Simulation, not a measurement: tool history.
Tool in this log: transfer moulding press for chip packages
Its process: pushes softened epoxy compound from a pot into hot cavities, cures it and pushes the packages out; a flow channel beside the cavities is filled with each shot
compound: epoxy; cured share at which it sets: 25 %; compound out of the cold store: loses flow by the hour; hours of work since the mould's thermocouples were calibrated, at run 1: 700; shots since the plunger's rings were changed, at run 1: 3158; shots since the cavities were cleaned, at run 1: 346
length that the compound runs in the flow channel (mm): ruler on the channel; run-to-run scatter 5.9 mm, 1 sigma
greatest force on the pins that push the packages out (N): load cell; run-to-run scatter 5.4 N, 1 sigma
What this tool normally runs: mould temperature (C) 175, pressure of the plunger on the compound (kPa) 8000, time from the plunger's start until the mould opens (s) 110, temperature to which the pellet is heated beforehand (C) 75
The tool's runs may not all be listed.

| run | hour | mould temperature (C) | pressure of the plunger on the compound (kPa) | time from the plunger's start until the mould opens (s) | temperature to which the pellet is heated beforehand (C) | hours of work since the mould's thermocouples were calibrated | shots since the plunger's rings were changed | shots since the cavities were cleaned | incoming compound's hours out of the cold store | length that the compound runs in the flow channel (mm) | greatest force on the pins that push the packages out (N) |
|---|---|---|---|---|---|---|---|---|---|---|---|
| 1 | 0.0 | 175 | 8000 | 110 | 75 | 700 | 3158 | 346 | 39.1 | 615 | 272 |
| 2 | 46.2 | 175 | 8000 | 120 | 75 | 725 | 3600 | 788 | 11.7 | 765 | 322 |
|  | 50.4 | cavities cleaned with cleaning compound and waxed |
| 3 | 84.8 | 175 | 8000 | 110 | 75 | 746 | 3954 | 329 | 23.0 | 698 | 255 |
| 4 | 105.5 | 175 | 8000 | 110 | 75 | 758 | 4153 | 528 | 12.3 | 755 | 276 |
| 5 | 125.9 | 175 | 8000 | 110 | 71 | 769 | 4348 | 723 | 34.2 | 639 | 314 |
|  | 137.1 | cavities cleaned with cleaning compound and waxed |
| 6 | 165.9 | 175 | 8000 | 110 | 71 | 790 | 4716 | 275 | 41.2 | 597 | 248 |

What does the tool deliver on the next run?
| 7 | 186.1 | 176 | 8150 | 117 | 73 | 802 | 4910 | 469 | 39.6 | ? | ? |

length that the compound runs in the flow channel (mm): 617
greatest force on the pins that push the packages out (N): 268
On a tool with no hidden condition, and with the same random variation, this run would have come out at length that the compound runs in the flow channel (mm) 665, greatest force on the pins that push the packages out (N) 174.
